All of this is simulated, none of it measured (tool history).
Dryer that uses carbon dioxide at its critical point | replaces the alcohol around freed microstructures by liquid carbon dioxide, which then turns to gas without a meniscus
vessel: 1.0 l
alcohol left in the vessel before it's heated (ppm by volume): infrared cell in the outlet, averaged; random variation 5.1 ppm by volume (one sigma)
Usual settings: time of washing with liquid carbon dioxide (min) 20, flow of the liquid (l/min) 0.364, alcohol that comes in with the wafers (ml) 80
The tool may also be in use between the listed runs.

| run | day | time of washing with liquid carbon dioxide (min) | flow of the liquid (l/min) | alcohol that comes in with the wafers (ml) | alcohol left in the vessel before it's heated (ppm by volume) |
|---|---|---|---|---|---|
| 1 | 0.000 | 20 | 0.364 | 80 | 188 |
| 2 | 1.775 | 20 | 0.364 | 80 | 196 |
|  | 2.725 | inlet filter changed |
| 3 | 3.271 | 20 | 0.364 | 80 | 149 |
| 4 | 4.217 | 20 | 0.364 | 80 | 162 |
| 5 | 5.350 | 20 | 0.364 | 80 | 165 |
| 6 | 7.108 | 13 | 0.364 | 80 | 1014 |
| 7 | 8.538 | 20 | 0.364 | 26 | 140 |
| 8 | 9.675 | 20 | 0.364 | 26 | 158 |
| 9 | 10.733 | 20 | 0.364 | 80 | 214 |
| 10 | 12.088 | 20 | 0.364 | 80 | 238 |
| 11 | 13.004 | 20 | 0.364 | 45 | 184 |
| 12 | 13.950 | 20 | 0.364 | 45 | 190 |
| 13 | 15.250 | 20 | 0.364 | 45 | 194 |
| 14 | 16.617 | 20 | 0.364 | 55 | 228 |
|  | 17.854 | inlet filter changed |
| 15 | 18.300 | 20 | 0.364 | 80 | 222 |
| 16 | 19.633 | 20 | 0.242 | 80 | 885 |
| 17 | 20.542 | 20 | 0.364 | 109 | 254 |
| 18 | 22.029 | 20 | 0.364 | 109 | 272 |
| 19 | 23.662 | 20 | 0.364 | 109 | 296 |
| 20 | 25.233 | 20 | 0.364 | 80 | 275 |
| 21 | 26.142 | 20 | 0.364 | 80 | 287 |
| 22 | 27.071 | 20 | 0.364 | 80 | 294 |
| 23 | 28.504 | 20 | 0.364 | 80 | 298 |
| 24 | 29.658 | 25 | 0.364 | 84 | 220 |
| 25 | 31.529 | 26 | 0.281 | 80 | 328 |
|  | 33.058 | inlet filter changed |
| 26 | 33.388 | 26 | 0.281 | 80 | 282 |
| 27 | 35.112 | 26 | 0.281 | 80 | 293 |
| 28 | 36.667 | 26 | 0.239 | 80 | 445 |
| 29 | 38.421 | 26 | 0.239 | 80 | 475 |
| 30 | 39.196 | 26 | 0.239 | 80 | 479 |
| 31 | 41.121 | 20 | 0.317 | 58 | 424 |
| 32 | 42.538 | 13 | 0.325 | 21 | 724 |
| 33 | 44.371 | 13 | 0.325 | 21 | 727 |
| 34 | 45.438 | 26 | 0.436 | 80 | 281 |
| 35 | 46.400 | 26 | 0.436 | 80 | 283 |
| 36 | 48.083 | 26 | 0.436 | 80 | 295 |
|  | 48.283 | inlet filter changed |
|  | 48.408 | purifier's bed changed |
| 37 | 49.400 | 28 | 0.593 | 80 | 14 |
| 38 | 50.662 | 19 | 0.364 | 52 | 84 |
| 39 | 52.579 | 19 | 0.364 | 52 | 104 |
| 40 | 53.371 | 19 | 0.364 | 52 | 111 |
| 41 | 54.367 | 19 | 0.364 | 52 | 119 |
| 42 | 55.546 | 13 | 0.364 | 52 | 669 |
| 43 | 56.583 | 23 | 0.364 | 67 | 74 |
| 44 | 57.942 | 23 | 0.364 | 67 | 84 |
| 45 | 59.717 | 23 | 0.364 | 67 | 90 |
| 46 | 61.275 | 20 | 0.364 | 22 | 94 |

Forecast each of these 4 alternatives for the next run:
| A | 62.858 | 28 | 0.396 | 33 | ? |
| B | 62.858 | 20 | 0.487 | 88 | ? |
| C | 62.858 | 20 | 0.315 | 80 | ? |
| D | 62.858 | 19 | 0.364 | 80 | ? |

| run | alcohol left in the vessel before it's heated (ppm by volume) |
|---|---|
| A | 72 |
| B | 97 |
| C | 366 |
| D | 245 |
Without the tool's hidden state the same runs would have given:
| run | alcohol left in the vessel before it's heated (ppm by volume) |
|---|---|
| A | 3 |
| B | 20 |
| C | 179 |
| D | 103 |

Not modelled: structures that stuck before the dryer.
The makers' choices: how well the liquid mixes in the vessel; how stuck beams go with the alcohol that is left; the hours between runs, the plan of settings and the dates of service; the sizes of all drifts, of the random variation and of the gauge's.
